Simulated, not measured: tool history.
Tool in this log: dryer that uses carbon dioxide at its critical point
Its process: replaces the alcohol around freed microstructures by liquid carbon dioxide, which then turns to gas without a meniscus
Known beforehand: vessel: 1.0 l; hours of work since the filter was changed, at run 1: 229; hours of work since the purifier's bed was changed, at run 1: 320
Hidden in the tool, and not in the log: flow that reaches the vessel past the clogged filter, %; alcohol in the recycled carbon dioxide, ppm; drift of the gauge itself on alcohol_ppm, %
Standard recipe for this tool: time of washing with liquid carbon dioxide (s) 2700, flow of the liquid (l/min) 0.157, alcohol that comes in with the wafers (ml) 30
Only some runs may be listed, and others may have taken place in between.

run	hour	time of washing with liquid carbon dioxide (s)	flow of the liquid (l/min)	alcohol that comes in with the wafers (ml)	hours of work since the filter was changed	hours of work since the purifier's bed was changed	alcohol left in the vessel before it's heated (ppm by volume)
1	0.0	2700	0.157	30	229	320	154
2	12.6	2700	0.157	96	233	324	345
3	37.5	2700	0.157	96	240	332	334
4	66.4	2520	0.157	30	249	341	200
5	78.4	2520	0.157	30	253	344	203
6	102.9	2700	0.200	30	260	352	94
7	126.7	2700	0.160	30	268	359	157
8	141.5	2700	0.157	30	272	364	167
9	167.6	2700	0.157	30	280	372	162
10	190.5	2700	0.157	30	287	379	183
11	208.0	2700	0.157	30	293	384	176
12	223.0	2700	0.157	30	297	389	178
13	235.0	2700	0.157	30	301	392	177
14	255.0	2700	0.157	30	307	398	175
15	272.0	2700	0.157	30	312	404	176
16	294.5	2700	0.157	72	319	411	311
17	317.3	2700	0.157	72	326	417	308
18	343.6	2700	0.157	60	334	426	264
19	366.4	2580	0.157	30	341	433	220
20	389.9	2580	0.157	43	349	440	268
21	408.1	2160	0.157	52	354	445	613
22	437.2	2880	0.187	52	363	454	124
23	450.0	2100	0.264	37	367	458	105
24	474.8	3120	0.157	30	375	466	137
25	498.3	1860	0.096	44	382	473	4349
26	512.9	2700	0.157	21	386	477	164
27	527.2	1920	0.157	90	391	482	1588
28	553.0	1920	0.100	33	399	490	2716
29	579.4	1920	0.100	33	407	498	2799
30	601.1	2460	0.125	43	413	505	826
31	629.8	2280	0.132	58	422	513	1188
32	645.9	4260	0.101	42	427	518	269
33	662.0	4260	0.101	42	432	523	271
34	685.9	3240	0.152	113	439	531	268
35	704.0	1620	0.157	30	445	536	1092
36	724.4	2880	0.256	30	451	542	129
37	752.9	2040	0.256	56	460	551	162
38	776.8	3000	0.214	35	467	558	137

Below, some changes in alcohol left in the vessel before it's heated (ppm by volume) between adjacent runs. For each, the amount present without the hidden state too (settings, incoming material, random variation) and the amount remaining for the hidden state with gauge scatter not shared by both compared results:
Run 24 -> 25: time of washing with liquid carbon dioxide (s) 3120 -> 1860, flow of the liquid (l/min) 0.157 -> 0.096, alcohol that comes in with the wafers (ml) 30 -> 44. alcohol left in the vessel before it's heated (ppm by volume) +4212: hidden state +576, all else +3636.
Run 25 -> 26: time of washing with liquid carbon dioxide (s) 1860 -> 2700, flow of the liquid (l/min) 0.096 -> 0.157, alcohol that comes in with the wafers (ml) 44 -> 21. alcohol left in the vessel before it's heated (ppm by volume) -4185: hidden state -565, all else -3620.
Run 26 -> 27: time of washing with liquid carbon dioxide (s) 2700 -> 1920, alcohol that comes in with the wafers (ml) 21 -> 90. alcohol left in the vessel before it's heated (ppm by volume) +1424: hidden state +326, all else +1098.
Run 29 -> 30: time of washing with liquid carbon dioxide (s) 1920 -> 2460, flow of the liquid (l/min) 0.100 -> 0.125, alcohol that comes in with the wafers (ml) 33 -> 43. alcohol left in the vessel before it's heated (ppm by volume) -1973: hidden state -246, all else -1727.
